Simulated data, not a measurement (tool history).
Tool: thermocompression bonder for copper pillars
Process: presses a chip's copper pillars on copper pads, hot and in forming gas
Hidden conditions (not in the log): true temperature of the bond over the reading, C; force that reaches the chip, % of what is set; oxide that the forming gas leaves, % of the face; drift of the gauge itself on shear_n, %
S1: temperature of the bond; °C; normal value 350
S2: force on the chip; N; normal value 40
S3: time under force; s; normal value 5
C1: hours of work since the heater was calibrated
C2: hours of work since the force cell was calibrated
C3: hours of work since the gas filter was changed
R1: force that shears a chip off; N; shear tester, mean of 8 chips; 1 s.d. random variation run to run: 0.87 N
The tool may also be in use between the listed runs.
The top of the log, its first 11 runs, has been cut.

Run 12, hour 525.7: usual settings; C1 509; C2 557; C3 140. Result: R1 63.6 N.
At hour 533.6: forming gas filter changed.
Run 13, hour 591.2: usual settings but S1 361 °C; C1 544; C2 592; C3 31. Result: R1 72.4 N.
Run 14, hour 649.9: usual settings; C1 576; C2 623; C3 62. Result: R1 68.2 N.
Run 15, hour 692.7: usual settings; C1 599; C2 646; C3 85. Result: R1 67.2 N.
Run 16, hour 754.1: usual settings; C1 632; C2 679; C3 118. Result: R1 65.3 N.
Run 17, hour 795.6: usual settings but S3 3 s; C1 654; C2 701; C3 141. Result: R1 55 N.
At hour 800.7: forming gas filter changed.
Run 18, hour 839.7: usual settings but S1 331 °C, S2 51 N, S3 13 s; C1 677; C2 725; C3 21. Result: R1 86.9 N.
Run 19, hour 895.2: usual settings but S2 30 N; C1 707; C2 754; C3 51. Result: R1 59.6 N.
Run 20, hour 936.6: usual settings but S1 354 °C, S2 41 N; C1 729; C2 777; C3 73. Result: R1 69 N.
Run 21, hour 999.1: usual settings but S1 354 °C, S2 41 N; C1 763; C2 810; C3 106. Result: R1 68 N.
Run 22, hour 1045.4: usual settings but S1 354 °C, S2 41 N; C1 787; C2 835; C3 131. Result: R1 67.1 N.
At hour 1067.1: forming gas filter changed.
Run 23, hour 1075.4: usual settings; C1 803; C2 851; C3 4. Result: R1 67.8 N.
Run 24, hour 1116.9: usual settings but S1 353 °C, S3 4 s; C1 826; C2 873; C3 27. Result: R1 65 N.
Run 25, hour 1149.5: usual settings but S1 374 °C, S2 29 N, S3 4 s; C1 843; C2 890; C3 44. Result: R1 63 N.
Run 26, hour 1188: usual settings but S1 374 °C, S2 29 N, S3 4 s; C1 864; C2 911; C3 65. Result: R1 63.3 N.
Run 27, hour 1224.3: usual settings but S1 370 °C, S2 41 N, S3 13 s; C1 883; C2 931; C3 84. Result: R1 87.9 N.
Run 28, hour 1269.1: usual settings but S1 370 °C, S2 41 N, S3 3 s; C1 907; C2 955; C3 108. Result: R1 64 N.
Run 29, hour 1306.6: usual settings but S2 57 N; C1 927; C2 975; C3 128. Result: R1 73.9 N.
At hour 1335.9: forming gas filter changed.
Run 30, hour 1363.8: usual settings but S2 57 N; C1 958; C2 1005; C3 15. Result: R1 80.8 N.
Run 31, hour 1422.2: usual settings but S2 57 N; C1 989; C2 1036; C3 46. Result: R1 78.9 N.
Run 32, hour 1455.6: usual settings but S1 327 °C, S2 45 N; C1 1007; C2 1054; C3 64. Result: R1 61.7 N.
At hour 1497.7: force cell calibrated.
Run 33, hour 1518.2: usual settings but S2 39 N, S3 10 s; C1 1040; C2 11; C3 97. Result: R1 80.3 N.
Run 34, hour 1545: usual settings but S1 338 °C, S2 30 N, S3 8 s; C1 1054; C2 25; C3 111. Result: R1 62.8 N.

Predict each of these 5 candidate next runs independently; none follows another, all start after run 34:
Run A, hour 1586.5: usual settings but S1 338 °C, S2 30 N, S3 7 s; C1 1076; C2 48; C3 134. Result: R1 ?.
Run B, hour 1586.5: usual settings but S1 321 °C, S2 29 N; C1 1076; C2 48; C3 134. Result: R1 ?.
Run C, hour 1586.5: usual settings but S2 24 N, S3 3 s; C1 1076; C2 48; C3 134. Result: R1 ?.
Run D, hour 1586.5: usual settings but S1 374 °C, S2 24 N, S3 8 s; C1 1076; C2 48; C3 134. Result: R1 ?.
Run E, hour 1586.5: usual settings but S1 368 °C, S3 14 s; C1 1076; C2 48; C3 134. Result: R1 ?.

run    R1
  A  59.9
  B  47.8
  C  43.1
  D  69.7
  E  86.4
Without the tool's unlogged condition, the same runs would have read:
run    R1
  A  63.6
  B  50.4
  C  45.7
  D  74.5
  E  93.2

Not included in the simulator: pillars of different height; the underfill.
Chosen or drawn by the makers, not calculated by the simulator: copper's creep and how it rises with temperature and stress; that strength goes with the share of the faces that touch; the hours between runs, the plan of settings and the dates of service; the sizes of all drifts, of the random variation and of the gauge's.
